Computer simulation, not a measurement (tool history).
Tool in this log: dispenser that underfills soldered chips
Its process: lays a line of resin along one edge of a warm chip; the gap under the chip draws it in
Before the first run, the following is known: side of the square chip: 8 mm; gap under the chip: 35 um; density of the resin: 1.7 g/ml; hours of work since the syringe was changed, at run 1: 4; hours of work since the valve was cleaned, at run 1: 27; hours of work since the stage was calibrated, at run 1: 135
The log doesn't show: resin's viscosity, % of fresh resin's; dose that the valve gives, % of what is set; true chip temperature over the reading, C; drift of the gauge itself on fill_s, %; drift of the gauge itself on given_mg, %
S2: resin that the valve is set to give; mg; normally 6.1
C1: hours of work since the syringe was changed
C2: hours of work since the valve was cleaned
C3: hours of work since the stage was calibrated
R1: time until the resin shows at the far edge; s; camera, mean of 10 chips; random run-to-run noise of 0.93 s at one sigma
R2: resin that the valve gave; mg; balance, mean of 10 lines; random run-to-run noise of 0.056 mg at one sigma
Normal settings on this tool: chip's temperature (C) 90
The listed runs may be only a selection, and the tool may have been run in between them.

Run 1, day 0: usual settings; C1 4; C2 27; C3 135. Result: R1 112.6 s, R2 5.91 mg.
Run 2, day 0.329: usual settings; C1 9; C2 33; C3 140. Result: R1 158 s, R2 5.89 mg.
At day 0.438: new syringe of resin.
Run 3, day 0.567: usual settings; C1 2; C2 37; C3 144. Result: R1 104.9 s, R2 5.82 mg.
Run 4, day 0.767: usual settings but S2 6.3 mg; C1 5; C2 40; C3 147. Result: R1 124.7 s, R2 5.98 mg.
At day 1.1: new syringe of resin.
Run 5, day 1.192: usual settings but S2 6.3 mg; C1 2; C2 47; C3 154. Result: R1 102 s, R2 6.07 mg.
Run 6, day 1.592: usual settings but S2 6.3 mg; C1 8; C2 54; C3 161. Result: R1 149.3 s, R2 5.94 mg.
At day 1.762: new syringe of resin.
Run 7, day 1.8: usual settings but S2 6.3 mg; C1 1; C2 57; C3 164. Result: R1 97.4 s, R2 6.02 mg.
Run 8, day 1.967: usual settings but S2 6.3 mg; C1 3; C2 60; C3 167. Result: R1 113 s, R2 5.98 mg.
Run 9, day 2.354: usual settings but S2 6.3 mg; C1 10; C2 66; C3 173. Result: R1 169.1 s, R2 6.07 mg.
At day 2.425: new syringe of resin.
Run 10, day 2.758: usual settings but S2 6.3 mg; C1 6; C2 73; C3 180. Result: R1 126.3 s, R2 5.94 mg.
At day 3.075: new syringe of resin.
Run 11, day 3.129: usual settings but S2 6.3 mg; C1 1; C2 79; C3 186. Result: R1 101.1 s, R2 5.9 mg.
Run 12, day 3.525: usual settings but S2 6.3 mg; C1 8; C2 85; C3 192. Result: R1 151.2 s, R2 5.9 mg.
At day 3.746: new syringe of resin.
Run 13, day 3.862: usual settings but S2 7.45 mg; C1 2; C2 91; C3 198. Result: R1 102.7 s, R2 6.87 mg.
Run 14, day 4.129: usual settings but S2 7.45 mg; C1 6; C2 95; C3 202. Result: R1 132 s, R2 6.85 mg.
Run 15, day 4.338: usual settings but S2 7.45 mg; C1 10; C2 99; C3 206. Result: R1 162.4 s, R2 6.8 mg.
At day 4.412: new syringe of resin.
Run 16, day 4.6: usual settings but S2 7.45 mg; C1 3; C2 103; C3 210. Result: R1 107.1 s, R2 6.8 mg.
Run 17, day 4.917: usual settings but S2 7.45 mg; C1 8; C2 108; C3 215. Result: R1 152.6 s, R2 6.88 mg.
At day 5.079: new syringe of resin.
Run 18, day 5.229: usual settings but S2 7.45 mg; C1 3; C2 113; C3 220. Result: R1 107.1 s, R2 6.69 mg.
Run 19, day 5.538: usual settings but S2 7.45 mg; C1 8; C2 118; C3 225. Result: R1 147.4 s, R2 6.62 mg.
At day 5.738: new syringe of resin.
Run 20, day 5.754: usual settings but chip's temperature (C) 83, S2 7.22 mg; C1 0; C2 122; C3 229. Result: R1 117.7 s, R2 6.35 mg.
Run 21, day 6.033: usual settings but chip's temperature (C) 95, S2 5.3 mg; C1 5; C2 126; C3 233. Result: R1 113.2 s, R2 4.67 mg.
Run 22, day 6.362: usual settings but chip's temperature (C) 103, S2 6.83 mg; C1 10; C2 132; C3 239. Result: R1 116.8 s, R2 6.03 mg.
At day 6.396: new syringe of resin.
Run 23, day 6.729: usual settings but chip's temperature (C) 81, S2 7.15 mg; C1 6; C2 138; C3 245. Result: R1 171.8 s, R2 6.32 mg.
At day 6.854: dispensing valve cleaned and set on the balance.
Run 24, day 6.988: usual settings but chip's temperature (C) 95, S2 6.21 mg; C1 9; C2 2; C3 249. Result: R1 141.1 s, R2 6.14 mg.
At day 7.092: new syringe of resin.
Run 25, day 7.192: usual settings but chip's temperature (C) 84, S2 6.21 mg; C1 2; C2 5; C3 252. Result: R1 129.1 s, R2 6.16 mg.
Run 26, day 7.396: usual settings but chip's temperature (C) 84, S2 6.21 mg; C1 5; C2 9; C3 255. Result: R1 157.5 s, R2 6.23 mg.
Run 27, day 7.662: usual settings but chip's temperature (C) 84, S2 6.21 mg; C1 10; C2 13; C3 260. Result: R1 206.5 s, R2 6.3 mg.
At day 7.754: new syringe of resin.
Run 28, day 7.854: usual settings but chip's temperature (C) 89, S2 6.24 mg; C1 2; C2 16; C3 263. Result: R1 109.9 s, R2 6.21 mg.
Run 29, day 8.192: usual settings but chip's temperature (C) 80, S2 7.63 mg; C1 7; C2 22; C3 268. Result: R1 203.1 s, R2 7.47 mg.
At day 8.425: new syringe of resin.
Run 30, day 8.425: usual settings but chip's temperature (C) 80, S2 7.63 mg; C1 0; C2 26; C3 272. Result: R1 129.2 s, R2 7.4 mg.
Run 31, day 8.612: usual settings but chip's temperature (C) 80, S2 7.63 mg; C1 3; C2 29; C3 275. Result: R1 156.8 s, R2 7.44 mg.
Run 32, day 8.988: usual settings but chip's temperature (C) 78, S2 5.66 mg; C1 9; C2 35; C3 281. Result: R1 247.2 s, R2 5.48 mg.
At day 9.071: new syringe of resin.
Run 33, day 9.4: usual settings but chip's temperature (C) 78, S2 5.66 mg; C1 5; C2 42; C3 288. Result: R1 201.2 s, R2 5.49 mg.
At day 9.742: new syringe of resin.
Run 34, day 9.758: usual settings but chip's temperature (C) 78, S2 5.66 mg; C1 0; C2 47; C3 294. Result: R1 144.6 s, R2 5.5 mg.
Run 35, day 10.15: usual settings but chip's temperature (C) 104, S2 7.61 mg; C1 7; C2 54; C3 300. Result: R1 92.3 s, R2 7.25 mg.
At day 10.388: new syringe of resin.
Run 36, day 10.492: usual settings but chip's temperature (C) 104, S2 7.61 mg; C1 2; C2 59; C3 306. Result: R1 68.9 s, R2 7.26 mg.

Results per run with the tool's hidden condition removed, run-to-run variation unchanged:
run     R1    R2
  1   88.3  6.05
  2   88.8  6.06
  3   89.3  6.01
  4   86.9   6.2
  5   89.2  6.32
  6   87.2  6.22
  7   88.1  6.32
  8   86.5   6.3
  9   87.4  6.43
 10   85.2  6.33
 11   87.6  6.32
 12     88  6.35
 13   87.1  7.45
 14   85.9  7.45
 15   85.6  7.43
 16   84.2  7.46
 17   87.1  7.56
 18   85.8  7.41
 19     87  7.38
 20  107.6   7.1
 21   76.4  5.24
 22   58.1   6.8
 23  115.1  7.16
 24     77  6.15
 25  107.1  6.18
 26    106  6.27
 27  106.2  6.37
 28   91.3  6.29
 29  119.6  7.61
 30  119.8  7.57
 31  120.1  7.63
 32  129.5  5.65
 33  131.1   5.7
 34    129  5.73
 35   56.3   7.6
 36   56.8  7.66
